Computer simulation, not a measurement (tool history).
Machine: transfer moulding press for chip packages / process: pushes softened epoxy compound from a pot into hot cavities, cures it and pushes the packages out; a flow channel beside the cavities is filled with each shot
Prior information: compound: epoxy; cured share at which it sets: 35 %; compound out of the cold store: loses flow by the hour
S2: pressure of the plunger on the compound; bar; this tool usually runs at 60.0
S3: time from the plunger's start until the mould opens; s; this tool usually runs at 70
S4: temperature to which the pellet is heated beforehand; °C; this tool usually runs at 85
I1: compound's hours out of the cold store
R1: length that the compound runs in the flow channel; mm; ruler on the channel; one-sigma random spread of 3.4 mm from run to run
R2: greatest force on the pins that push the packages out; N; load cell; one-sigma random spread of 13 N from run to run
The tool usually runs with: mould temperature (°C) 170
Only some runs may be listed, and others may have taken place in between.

run 1 hour=0.0 | mould_temperature_(°C)=170 S2=60.0 S3=70 S4=85 | I1=18.9 | R1=719 R2=634
-- hour=6.3 cavities cleaned with cleaning compound and waxed
run 2 hour=9.0 | mould_temperature_(°C)=170 S2=60.0 S3=70 S4=75 | I1=47.6 | R1=624 R2=593
run 3 hour=14.5 | mould_temperature_(°C)=170 S2=60.0 S3=70 S4=85 | I1=19.7 | R1=714 R2=646
run 4 hour=21.6 | mould_temperature_(°C)=170 S2=60.0 S3=56 S4=85 | I1=14.3 | R1=731 R2=1213
run 5 hour=25.7 | mould_temperature_(°C)=170 S2=60.0 S3=56 S4=92 | I1=29.9 | R1=678 R2=1066
run 6 hour=29.5 | mould_temperature_(°C)=170 S2=67.7 S3=70 S4=85 | I1=21.8 | R1=747 R2=643
run 7 hour=36.2 | mould_temperature_(°C)=170 S2=67.7 S3=70 S4=85 | I1=30.4 | R1=720 R2=646
run 8 hour=41.2 | mould_temperature_(°C)=170 S2=67.7 S3=70 S4=85 | I1=34.1 | R1=705 R2=634
run 9 hour=48.3 | mould_temperature_(°C)=170 S2=67.7 S3=70 S4=85 | I1=25.6 | R1=738 R2=622
run 10 hour=53.7 | mould_temperature_(°C)=170 S2=60.0 S3=70 S4=85 | I1=10.5 | R1=739 R2=698
-- hour=61.5 cavities cleaned with cleaning compound and waxed
run 11 hour=63.2 | mould_temperature_(°C)=170 S2=60.0 S3=70 S4=85 | I1=36.8 | R1=665 R2=608
run 12 hour=67.4 | mould_temperature_(°C)=170 S2=60.0 S3=61 S4=85 | I1=15.8 | R1=723 R2=950
run 13 hour=71.2 | mould_temperature_(°C)=170 S2=60.0 S3=61 S4=85 | I1=44.5 | R1=635 R2=875
run 14 hour=78.2 | mould_temperature_(°C)=170 S2=60.0 S3=70 S4=85 | I1=36.7 | R1=657 R2=600
run 15 hour=83.7 | mould_temperature_(°C)=170 S2=60.0 S3=70 S4=85 | I1=28.8 | R1=682 R2=638
run 16 hour=91.3 | mould_temperature_(°C)=170 S2=60.0 S3=70 S4=85 | I1=42.7 | R1=648 R2=602
run 17 hour=95.5 | mould_temperature_(°C)=170 S2=60.0 S3=70 S4=85 | I1=43.1 | R1=643 R2=606
run 18 hour=101.2 | mould_temperature_(°C)=170 S2=60.0 S3=70 S4=85 | I1=38.4 | R1=656 R2=613
run 19 hour=110.0 | mould_temperature_(°C)=170 S2=60.0 S3=70 S4=85 | I1=14.4 | R1=726 R2=652
run 20 hour=114.5 | mould_temperature_(°C)=170 S2=60.0 S3=70 S4=85 | I1=9.9 | R1=745 R2=675
-- hour=116.4 cavities cleaned with cleaning compound and waxed
run 21 hour=121.5 | mould_temperature_(°C)=170 S2=60.0 S3=70 S4=85 | I1=12.6 | R1=734 R2=654
run 22 hour=129.9 | mould_temperature_(°C)=170 S2=60.0 S3=70 S4=85 | I1=14.1 | R1=728 R2=660
run 23 hour=134.7 | mould_temperature_(°C)=169 S2=67.1 S3=86 S4=85 | I1=21.9 | R1=750 R2=461

Run 24 has not been measured yet. What should we expect?
-- hour=139.2 plunger's sealing rings changed
run 24 hour=142.6 | mould_temperature_(°C)=177 S2=50.6 S3=64 S4=84 | I1=34.2 | R1=? R2=?

R1: 606 mm
R2: 517 N
The same run, on a tool lacking any hidden state, would have yielded R1 606 mm, R2 512 N.
